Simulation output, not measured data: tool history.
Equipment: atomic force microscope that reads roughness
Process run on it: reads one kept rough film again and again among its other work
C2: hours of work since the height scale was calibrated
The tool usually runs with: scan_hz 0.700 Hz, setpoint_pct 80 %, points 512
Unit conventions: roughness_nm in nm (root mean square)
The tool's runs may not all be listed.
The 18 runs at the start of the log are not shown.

{"run": 19, "hour": 506.1, "scan_hz": 1.31, "setpoint_pct": 88, "points": 512, "pictures with this tip": 124, "C2": 688, "roughness_nm": 2.849}
{"run": 20, "hour": 523.5, "scan_hz": 0.523, "setpoint_pct": 58, "points": 634, "pictures with this tip": 143, "C2": 700, "roughness_nm": 3.324}
{"run": 21, "hour": 556.7, "scan_hz": 0.7, "setpoint_pct": 74, "points": 512, "pictures with this tip": 180, "C2": 722, "roughness_nm": 3.163}
{"hour": 560.3, "done": "height scale calibrated on a step standard"}
{"hour": 567.6, "done": "new tip fitted"}
{"run": 22, "hour": 587.9, "scan_hz": 0.7, "setpoint_pct": 74, "points": 512, "pictures with this tip": 23, "C2": 18, "roughness_nm": 3.358}
{"run": 23, "hour": 612.7, "scan_hz": 0.515, "setpoint_pct": 82, "points": 1000, "pictures with this tip": 50, "C2": 35, "roughness_nm": 3.29}
{"run": 24, "hour": 645.6, "scan_hz": 0.515, "setpoint_pct": 82, "points": 1000, "pictures with this tip": 87, "C2": 57, "roughness_nm": 3.257}
{"run": 25, "hour": 686.9, "scan_hz": 0.515, "setpoint_pct": 82, "points": 1000, "pictures with this tip": 132, "C2": 85, "roughness_nm": 3.195}
{"run": 26, "hour": 715.1, "scan_hz": 0.994, "setpoint_pct": 79, "points": 593, "pictures with this tip": 163, "C2": 104, "roughness_nm": 3.07}
{"hour": 739.5, "done": "new tip fitted"}
{"run": 27, "hour": 753.1, "scan_hz": 1.203, "setpoint_pct": 81, "points": 311, "pictures with this tip": 15, "C2": 129, "roughness_nm": 3.102}
{"hour": 764.4, "done": "height scale calibrated on a step standard, once more"}
{"run": 28, "hour": 779.3, "scan_hz": 1.203, "setpoint_pct": 65, "points": 325, "pictures with this tip": 43, "C2": 10, "roughness_nm": 3.344}
{"run": 29, "hour": 802.9, "scan_hz": 1.203, "setpoint_pct": 65, "points": 325, "pictures with this tip": 69, "C2": 26, "roughness_nm": 3.284}
{"run": 30, "hour": 826.7, "scan_hz": 0.525, "setpoint_pct": 77, "points": 603, "pictures with this tip": 95, "C2": 42, "roughness_nm": 3.299}
{"run": 31, "hour": 864.2, "scan_hz": 1.753, "setpoint_pct": 77, "points": 516, "pictures with this tip": 137, "C2": 67, "roughness_nm": 2.962}
{"run": 32, "hour": 883.4, "scan_hz": 0.53, "setpoint_pct": 80, "points": 358, "pictures with this tip": 158, "C2": 80, "roughness_nm": 3.188}
{"run": 33, "hour": 906.1, "scan_hz": 2.883, "setpoint_pct": 80, "points": 512, "pictures with this tip": 183, "C2": 95, "roughness_nm": 2.63}
{"hour": 912.9, "done": "new tip fitted"}
{"run": 34, "hour": 929.7, "scan_hz": 2.883, "setpoint_pct": 80, "points": 512, "pictures with this tip": 19, "C2": 111, "roughness_nm": 2.774}
{"run": 35, "hour": 970.6, "scan_hz": 0.7, "setpoint_pct": 80, "points": 565, "pictures with this tip": 64, "C2": 138, "roughness_nm": 3.261}
{"run": 36, "hour": 1000.8, "scan_hz": 0.7, "setpoint_pct": 80, "points": 592, "pictures with this tip": 97, "C2": 159, "roughness_nm": 3.211}

Branching from run 36: 3 alternative next runs. What would each branch give?
{"run": "A", "hour": 1030.8, "scan_hz": 2.778, "setpoint_pct": 60, "points": 512, "pictures with this tip": 130, "C2": 179, "roughness_nm": "?"}
{"run": "B", "hour": 1030.8, "scan_hz": 3.81, "setpoint_pct": 88, "points": 409, "pictures with this tip": 130, "C2": 179, "roughness_nm": "?"}
{"run": "C", "hour": 1030.8, "scan_hz": 0.7, "setpoint_pct": 69, "points": 366, "pictures with this tip": 130, "C2": 179, "roughness_nm": "?"}

run=A roughness_nm=3.108
run=B roughness_nm=2.215
run=C roughness_nm=3.256
Stripped of hidden state, with their random variation kept, the same runs would have yielded:
run=A roughness_nm=3.263
run=B roughness_nm=2.325
run=C roughness_nm=3.418
